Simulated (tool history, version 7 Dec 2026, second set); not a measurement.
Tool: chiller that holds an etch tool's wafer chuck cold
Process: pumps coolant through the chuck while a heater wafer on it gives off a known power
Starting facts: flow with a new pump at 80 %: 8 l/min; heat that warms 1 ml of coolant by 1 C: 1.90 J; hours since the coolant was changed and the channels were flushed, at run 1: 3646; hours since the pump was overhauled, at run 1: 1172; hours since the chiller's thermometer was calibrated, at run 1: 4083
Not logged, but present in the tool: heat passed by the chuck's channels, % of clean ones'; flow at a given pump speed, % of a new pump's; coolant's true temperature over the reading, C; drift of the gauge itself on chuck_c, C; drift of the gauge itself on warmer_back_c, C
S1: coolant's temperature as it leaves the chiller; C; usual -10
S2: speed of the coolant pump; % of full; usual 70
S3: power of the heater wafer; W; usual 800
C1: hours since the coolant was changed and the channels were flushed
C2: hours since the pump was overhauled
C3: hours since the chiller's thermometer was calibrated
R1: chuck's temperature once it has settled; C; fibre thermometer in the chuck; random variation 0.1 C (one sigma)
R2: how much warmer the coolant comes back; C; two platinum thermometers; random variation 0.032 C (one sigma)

| run | hour | S1 | S2 | S3 | C1 | C2 | C3 | R1 | R2 |
|---|---|---|---|---|---|---|---|---|---|
| 1 | 0 | -10 | 70 | 800 | 3646 | 1172 | 4083 | -2.6 | 3.65 |
| 2 | 21.5 | -10 | 70 | 800 | 3668 | 1194 | 4104 | -2.5 | 3.7 |
| 3 | 43.3 | -10 | 70 | 800 | 3690 | 1216 | 4126 | -2.8 | 3.65 |
| 4 | 68.3 | -10 | 70 | 800 | 3715 | 1241 | 4151 | -2.3 | 3.66 |
| 5 | 100.8 | -10 | 70 | 800 | 3747 | 1273 | 4184 | -2.5 | 3.7 |
| 6 | 132.9 | -10 | 70 | 800 | 3779 | 1305 | 4216 | -2.5 | 3.65 |
| 7 | 152.6 | -10 | 70 | 800 | 3799 | 1325 | 4235 | -2.5 | 3.65 |
| 8 | 174.3 | -10 | 70 | 800 | 3821 | 1347 | 4257 | -2.6 | 3.67 |
| 9 | 203.8 | -10 | 70 | 800 | 3850 | 1376 | 4287 | -2.4 | 3.69 |
| 10 | 222.3 | -10 | 80 | 592 | 3869 | 1395 | 4305 | -5 | 2.38 |
| 11 | 249.7 | -10 | 80 | 592 | 3896 | 1422 | 4332 | -5 | 2.33 |
| 12 | 269.3 | -10 | 80 | 592 | 3916 | 1442 | 4352 | -5 | 2.33 |
| 13 | 289.3 | -14 | 63 | 681 | 3936 | 1462 | 4372 | -7.1 | 3.53 |
| 14 | 305.4 | -14 | 63 | 681 | 3952 | 1478 | 4388 | -6.9 | 3.48 |
| 15 | 339.3 | -19 | 70 | 800 | 3986 | 1512 | 4422 | -11.6 | 3.7 |
| 16 | 370.9 | -4 | 90 | 441 | 4017 | 1543 | 4454 | -0.6 | 1.54 |

Here are 4 independent what-if runs from the current tool condition. What would each one return?
| A | 389.8 | -10 | 71 | 898 | 4036 | 1562 | 4473 | ? | ? |
| B | 389.8 | -4 | 65 | 441 | 4036 | 1562 | 4473 | ? | ? |
| C | 389.8 | -10 | 69 | 874 | 4036 | 1562 | 4473 | ? | ? |
| D | 389.8 | -4 | 63 | 563 | 4036 | 1562 | 4473 | ? | ? |

| run | R1 | R2 |
|---|---|---|
| A | -1.7 | 4.05 |
| B | 0.4 | 2.21 |
| C | -1.9 | 4.1 |
| D | 1.7 | 2.88 |
Stripped of hidden state, with their random variation kept, the same runs would have yielded:
| run | R1 | R2 |
|---|---|---|
| A | -1.7 | 4.05 |
| B | 0.4 | 2.21 |
| C | -1.9 | 4.1 |
| D | 1.7 | 2.88 |

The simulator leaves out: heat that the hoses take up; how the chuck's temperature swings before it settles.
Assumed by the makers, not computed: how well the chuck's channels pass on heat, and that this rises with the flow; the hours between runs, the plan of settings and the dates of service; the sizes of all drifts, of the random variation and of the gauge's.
